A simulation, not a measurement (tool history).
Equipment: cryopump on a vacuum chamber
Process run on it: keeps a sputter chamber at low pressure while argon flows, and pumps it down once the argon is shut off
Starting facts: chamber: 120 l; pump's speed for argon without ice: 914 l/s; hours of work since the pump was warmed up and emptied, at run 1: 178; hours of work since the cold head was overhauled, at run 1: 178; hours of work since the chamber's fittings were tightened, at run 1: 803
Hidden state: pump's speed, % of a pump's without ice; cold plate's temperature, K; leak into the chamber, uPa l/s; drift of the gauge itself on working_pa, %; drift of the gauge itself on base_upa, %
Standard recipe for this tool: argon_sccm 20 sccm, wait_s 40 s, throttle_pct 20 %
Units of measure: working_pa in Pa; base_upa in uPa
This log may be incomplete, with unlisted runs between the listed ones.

| run | day | argon_sccm | wait_s | throttle_pct | hours of work since the pump was warmed up and emptied | hours of work since the cold head was overhauled | hours of work since the chamber's fittings were tightened | working_pa | base_upa |
|---|---|---|---|---|---|---|---|---|---|
| 1 | 0.000 | 20 | 40 | 20 | 178 | 178 | 803 | 0.1849 | 7.44 |
| 2 | 1.871 | 20 | 40 | 20 | 200 | 200 | 825 | 0.1863 | 7.66 |
| 3 | 3.550 | 20 | 40 | 20 | 220 | 220 | 845 | 0.1865 | 7.58 |
| 4 | 6.067 | 20 | 227 | 20 | 250 | 250 | 875 | 0.1879 | 4.64 |
| 5 | 7.288 | 20 | 227 | 20 | 265 | 265 | 889 | 0.1877 | 4.65 |
| 6 | 8.504 | 20 | 227 | 20 | 279 | 279 | 904 | 0.1868 | 4.82 |
| 7 | 9.729 | 20 | 227 | 20 | 294 | 294 | 918 | 0.1881 | 4.86 |
| 8 | 10.912 | 20 | 227 | 20 | 308 | 308 | 932 | 0.1884 | 4.96 |
| 9 | 12.679 | 20 | 227 | 20 | 329 | 329 | 953 | 0.1882 | 4.98 |
| 10 | 14.317 | 20 | 227 | 20 | 348 | 348 | 973 | 0.1893 | 5.19 |
| 11 | 15.771 | 20 | 40 | 20 | 366 | 366 | 990 | 0.1900 | 8.55 |
| 12 | 18.467 | 22 | 40 | 20 | 398 | 398 | 1022 | 0.2079 | 8.79 |
|  | 21.183 | leaking fittings of the chamber tightened, without venting |
| 13 | 21.204 | 20 | 40 | 20 | 429 | 429 | 0 | 0.1896 | 4.42 |
| 14 | 22.829 | 20 | 40 | 20 | 449 | 449 | 20 | 0.1900 | 4.43 |
| 15 | 24.158 | 20 | 40 | 20 | 464 | 464 | 35 | 0.1898 | 4.62 |
| 16 | 26.225 | 20 | 40 | 20 | 489 | 489 | 60 | 0.1927 | 4.66 |
| 17 | 28.342 | 20 | 40 | 20 | 514 | 514 | 85 | 0.1911 | 4.66 |
| 18 | 29.696 | 8 | 238 | 20 | 530 | 530 | 101 | 0.0763 | 1.64 |
| 19 | 32.092 | 8 | 238 | 20 | 559 | 559 | 130 | 0.0753 | 1.71 |
| 20 | 34.608 | 30 | 67 | 38 | 589 | 589 | 160 | 0.1570 | 3.62 |
| 21 | 37.038 | 30 | 67 | 38 | 618 | 618 | 188 | 0.1578 | 3.62 |
| 22 | 39.350 | 30 | 67 | 38 | 645 | 645 | 216 | 0.1583 | 3.85 |

Run 23 is up next; what results do you expect?
| 23 | 41.479 | 30 | 67 | 38 | 670 | 670 | 241 | ? | ? |

{"run 23": {"working_pa": 0.158, "base_upa": 3.92}}
On a tool with no hidden condition, and with the same random variation, this run would have come out at working_pa 0.1456 Pa, base_upa 2.63 uPa.
